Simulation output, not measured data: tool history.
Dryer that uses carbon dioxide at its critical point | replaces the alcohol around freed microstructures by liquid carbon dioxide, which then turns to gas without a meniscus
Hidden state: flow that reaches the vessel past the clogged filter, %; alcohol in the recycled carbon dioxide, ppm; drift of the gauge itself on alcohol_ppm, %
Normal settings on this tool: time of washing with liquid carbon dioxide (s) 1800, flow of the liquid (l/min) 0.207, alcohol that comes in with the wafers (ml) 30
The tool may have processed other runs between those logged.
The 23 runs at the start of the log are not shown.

run,hour,time of washing with liquid carbon dioxide (s),flow of the liquid (l/min),alcohol that comes in with the wafers (ml),hours of work since the filter was changed,hours of work since the purifier's bed was changed,alcohol left in the vessel before it's heated (ppm by volume)
24,1123.8,1620,0.207,79,461,71,1519
25,1189.8,2760,0.212,28,507,117,36
# hour 1210.4: inlet filter changed
26,1260.6,1500,0.262,29,35,166,238
27,1304.7,1500,0.262,29,66,197,230
28,1356,1500,0.277,26,102,233,181
29,1413,1560,0.148,26,141,272,1651
30,1472.6,2220,0.26,26,183,314,70
31,1512.7,2220,0.26,26,211,342,74
32,1582.5,2220,0.26,26,260,391,73
33,1628.8,2220,0.269,30,292,423,91
34,1676.6,1680,0.269,107,325,456,505
35,1734.1,1800,0.292,26,366,496,112
36,1800.8,1800,0.292,26,412,543,125
37,1859,2340,0.207,36,453,584,203
38,1888.6,1500,0.125,69,473,604,7950
39,1948.6,1800,0.169,30,515,646,966

4 ways to go on from here, each from the tool as it stands after run 39. What would each give?
# hour 1954.8: inlet filter changed
A,2020.8,1800,0.24,78,46,696,?
# hour 1954.8: inlet filter changed
B,2020.8,1800,0.308,81,46,696,?
# hour 1954.8: inlet filter changed
C,2020.8,1440,0.209,101,46,696,?
# hour 1954.8: inlet filter changed
D,2020.8,1320,0.207,30,46,696,?

run,alcohol left in the vessel before it's heated (ppm by volume)
A,481
B,181
C,2554
D,1140
Had the tool no hidden state, the same runs would have come out as:
run,alcohol left in the vessel before it's heated (ppm by volume)
A,359
B,76
C,2352
D,1001

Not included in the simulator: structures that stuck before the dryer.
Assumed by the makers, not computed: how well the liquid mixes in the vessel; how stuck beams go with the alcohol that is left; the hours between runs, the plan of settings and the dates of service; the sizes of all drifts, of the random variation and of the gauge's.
